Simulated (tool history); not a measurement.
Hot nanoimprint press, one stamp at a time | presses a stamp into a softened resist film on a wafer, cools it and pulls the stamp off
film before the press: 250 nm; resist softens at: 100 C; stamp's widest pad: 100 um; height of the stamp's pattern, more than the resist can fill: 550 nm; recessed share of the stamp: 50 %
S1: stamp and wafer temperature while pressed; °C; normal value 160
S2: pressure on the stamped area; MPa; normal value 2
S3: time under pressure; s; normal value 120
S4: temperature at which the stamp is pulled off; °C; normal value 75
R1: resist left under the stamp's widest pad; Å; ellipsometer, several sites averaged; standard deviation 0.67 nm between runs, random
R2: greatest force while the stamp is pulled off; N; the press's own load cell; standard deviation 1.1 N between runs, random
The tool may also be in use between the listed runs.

{"run": 1, "hour": 0.0, "S1": 160, "S2": 2, "S3": 120, "S4": 75, "R1": 1482, "R2": 95}
{"run": 2, "hour": 35.5, "S1": 160, "S2": 2, "S3": 120, "S4": 75, "R1": 1478, "R2": 99}
{"run": 3, "hour": 84.4, "S1": 160, "S2": 2, "S3": 120, "S4": 75, "R1": 1483, "R2": 97}
{"run": 4, "hour": 148.6, "S1": 160, "S2": 2, "S3": 97, "S4": 75, "R1": 1566, "R2": 101}
{"run": 5, "hour": 192.5, "S1": 160, "S2": 2, "S3": 97, "S4": 75, "R1": 1570, "R2": 101}
{"hour": 247.4, "done": "plate thermocouple calibrated"}
{"run": 6, "hour": 267.6, "S1": 160, "S2": 2, "S3": 188, "S4": 75, "R1": 1264, "R2": 100}
{"hour": 289.3, "done": "stamp cleaned and given a new release coat"}
{"run": 7, "hour": 318.9, "S1": 160, "S2": 2, "S3": 133, "S4": 75, "R1": 1390, "R2": 94}
{"run": 8, "hour": 353.0, "S1": 160, "S2": 2, "S3": 120, "S4": 76, "R1": 1428, "R2": 91}
{"run": 9, "hour": 406.6, "S1": 172, "S2": 2.66, "S3": 69, "S4": 60, "R1": 818, "R2": 125}
{"hour": 449.9, "done": "plate thermocouple calibrated, once more"}
{"run": 10, "hour": 466.8, "S1": 154, "S2": 2, "S3": 150, "S4": 75, "R1": 1883, "R2": 100}
{"run": 11, "hour": 500.7, "S1": 169, "S2": 2, "S3": 120, "S4": 61, "R1": 1012, "R2": 128}
{"hour": 529.8, "done": "press's hydraulic seals changed and the load cell set to zero"}
{"run": 12, "hour": 579.3, "S1": 171, "S2": 2, "S3": 153, "S4": 61, "R1": 790, "R2": 133}
{"run": 13, "hour": 611.1, "S1": 157, "S2": 2, "S3": 120, "S4": 75, "R1": 1686, "R2": 103}
{"hour": 642.1, "done": "stamp cleaned and given a new release coat"}
{"run": 14, "hour": 688.8, "S1": 157, "S2": 2, "S3": 120, "S4": 75, "R1": 1705, "R2": 96}
{"run": 15, "hour": 728.8, "S1": 157, "S2": 2, "S3": 120, "S4": 75, "R1": 1688, "R2": 98}

4 ways to go on from here, each from the tool as it stands after run 15. What would each give?
{"run": "A", "hour": 789.7, "S1": 160, "S2": 3.11, "S3": 151, "S4": 66, "R1": "?", "R2": "?"}
{"run": "B", "hour": 789.7, "S1": 156, "S2": 3.06, "S3": 120, "S4": 79, "R1": "?", "R2": "?"}
{"run": "C", "hour": 789.7, "S1": 157, "S2": 1.73, "S3": 120, "S4": 75, "R1": "?", "R2": "?"}
{"run": "D", "hour": 789.7, "S1": 160, "S2": 2, "S3": 114, "S4": 76, "R1": "?", "R2": "?"}

run=A R1=1078 R2=117
run=B R1=1442 R2=92
run=C R1=1782 R2=99
run=D R1=1488 R2=98
With the hidden condition removed and each run's random variation left untouched, the same runs would have given:
run=A R1=1097 R2=113
run=B R1=1466 R2=90
run=C R1=1809 R2=96
run=D R1=1514 R2=95

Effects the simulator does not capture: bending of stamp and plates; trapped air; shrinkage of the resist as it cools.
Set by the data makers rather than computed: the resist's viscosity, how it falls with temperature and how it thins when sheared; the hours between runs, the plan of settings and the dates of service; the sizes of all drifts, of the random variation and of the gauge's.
